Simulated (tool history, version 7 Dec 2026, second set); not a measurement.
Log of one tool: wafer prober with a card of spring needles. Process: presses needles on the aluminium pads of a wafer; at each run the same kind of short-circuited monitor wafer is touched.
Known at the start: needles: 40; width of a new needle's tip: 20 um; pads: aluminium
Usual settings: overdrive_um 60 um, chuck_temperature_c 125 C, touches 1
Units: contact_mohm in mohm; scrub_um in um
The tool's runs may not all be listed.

run   hour  overdrive_um  chuck_temperature_c  touches  contact_mohm  scrub_um
  1    0.0            60                  125        1           282     15.57
       2.2  -- tips cleaned on abrasive film
  2    8.6            60                  125        1           258     15.44
  3   13.0            60                  125        1           266     15.29
  4   21.9            60                  125        1           271     15.58
  5   32.0            60                   36        1           262     15.41
      33.4  -- tips cleaned on abrasive film
  6   39.3            60                   36        1           241     15.40
  7   49.5            60                   36        1           251     15.50
  8   59.4            60                   36        1           264     15.51
      64.7  -- tips cleaned on abrasive film
  9   70.1            41                   70        2           260     10.37
      71.2  -- height of the first contact set anew
 10   75.2            42                   70        1           275     10.70
 11   80.9            44                  125        2           283     11.23
 12   90.9            44                  125        2           285     11.14
      96.4  -- tips cleaned on abrasive film
 13  100.6            44                  125        2           275     11.23
     104.8  -- height of the first contact set anew, once more
 14  110.8            44                  125        2           276     11.50
 15  121.6            68                   99        1           268     17.66

4 ways to go on from here, each from the tool as it stands after run 15. What would each give?
     127.7  -- tips cleaned on abrasive film
  A  129.5            68                   77        2             ?         ?
     127.7  -- tips cleaned on abrasive film
  B  129.5            58                   99        1             ?         ?
     127.7  -- tips cleaned on abrasive film
  C  129.5            60                   25        1             ?         ?
     127.7  -- tips cleaned on abrasive film
  D  129.5            67                   85        1             ?         ?

run  contact_mohm  scrub_um
  A           238     17.84
  B           253     15.05
  C           234     15.67
  D           248     17.51
Without the tool's hidden state the same runs would have given:
run  contact_mohm  scrub_um
  A           235     17.85
  B           247     15.06
  C           227     15.68
  D           243     17.53

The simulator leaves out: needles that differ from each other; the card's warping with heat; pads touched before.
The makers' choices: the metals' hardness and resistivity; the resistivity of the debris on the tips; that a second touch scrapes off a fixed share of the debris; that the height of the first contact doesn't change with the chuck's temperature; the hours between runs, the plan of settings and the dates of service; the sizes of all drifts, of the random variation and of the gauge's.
